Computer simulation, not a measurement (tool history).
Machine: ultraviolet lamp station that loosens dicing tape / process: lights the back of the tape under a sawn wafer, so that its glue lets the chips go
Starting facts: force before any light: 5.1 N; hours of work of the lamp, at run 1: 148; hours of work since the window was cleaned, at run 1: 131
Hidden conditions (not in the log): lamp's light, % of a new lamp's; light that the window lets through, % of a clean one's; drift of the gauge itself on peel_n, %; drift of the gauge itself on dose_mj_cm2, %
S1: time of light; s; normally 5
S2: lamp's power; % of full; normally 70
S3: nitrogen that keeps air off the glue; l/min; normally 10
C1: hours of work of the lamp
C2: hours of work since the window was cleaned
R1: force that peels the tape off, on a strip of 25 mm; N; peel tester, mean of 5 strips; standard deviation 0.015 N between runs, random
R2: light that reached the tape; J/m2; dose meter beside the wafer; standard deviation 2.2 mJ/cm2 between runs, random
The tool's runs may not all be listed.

run 1 hour=0 | S1=5 S2=70 S3=10 | C1=148 C2=131 | R1=0.688 R2=2050
run 2 hour=16.6 | S1=5 S2=70 S3=10 | C1=158 C2=141 | R1=0.718 R2=2020
run 3 hour=29.6 | S1=5 S2=70 S3=10 | C1=166 C2=149 | R1=0.734 R2=2020
run 4 hour=38.3 | S1=5 S2=70 S3=10 | C1=171 C2=154 | R1=0.722 R2=1980
run 5 hour=54.5 | S1=5 S2=70 S3=8 | C1=181 C2=164 | R1=0.815 R2=2030
run 6 hour=62.6 | S1=5 S2=70 S3=10 | C1=186 C2=169 | R1=0.716 R2=2040
run 7 hour=72 | S1=5 S2=70 S3=10 | C1=191 C2=174 | R1=0.714 R2=2040
run 8 hour=81.1 | S1=5 S2=70 S3=10 | C1=197 C2=180 | R1=0.727 R2=2010
run 9 hour=93.1 | S1=2 S2=76 S3=14 | C1=204 C2=187 | R1=1.948 R2=900
run 10 hour=109.7 | S1=9 S2=67 S3=6 | C1=214 C2=197 | R1=0.354 R2=3450
run 11 hour=127.1 | S1=9 S2=67 S3=6 | C1=224 C2=207 | R1=0.361 R2=3500
run 12 hour=141.2 | S1=9 S2=67 S3=6 | C1=232 C2=215 | R1=0.347 R2=3490
run 13 hour=157 | S1=9 S2=67 S3=6 | C1=242 C2=225 | R1=0.342 R2=3480
run 14 hour=168.9 | S1=9 S2=94 S3=5 | C1=249 C2=232 | R1=0.208 R2=4870

The next listed run, before its measurement:
run 15 hour=182.4 | S1=9 S2=65 S3=4 | C1=257 C2=240 | R1=? R2=?

Run 15 came out at R1 0.509 N, R2 3360 J/m2.
The same run, on a tool lacking any hidden state, would have yielded R1 0.507 N, R2 3370 J/m2.

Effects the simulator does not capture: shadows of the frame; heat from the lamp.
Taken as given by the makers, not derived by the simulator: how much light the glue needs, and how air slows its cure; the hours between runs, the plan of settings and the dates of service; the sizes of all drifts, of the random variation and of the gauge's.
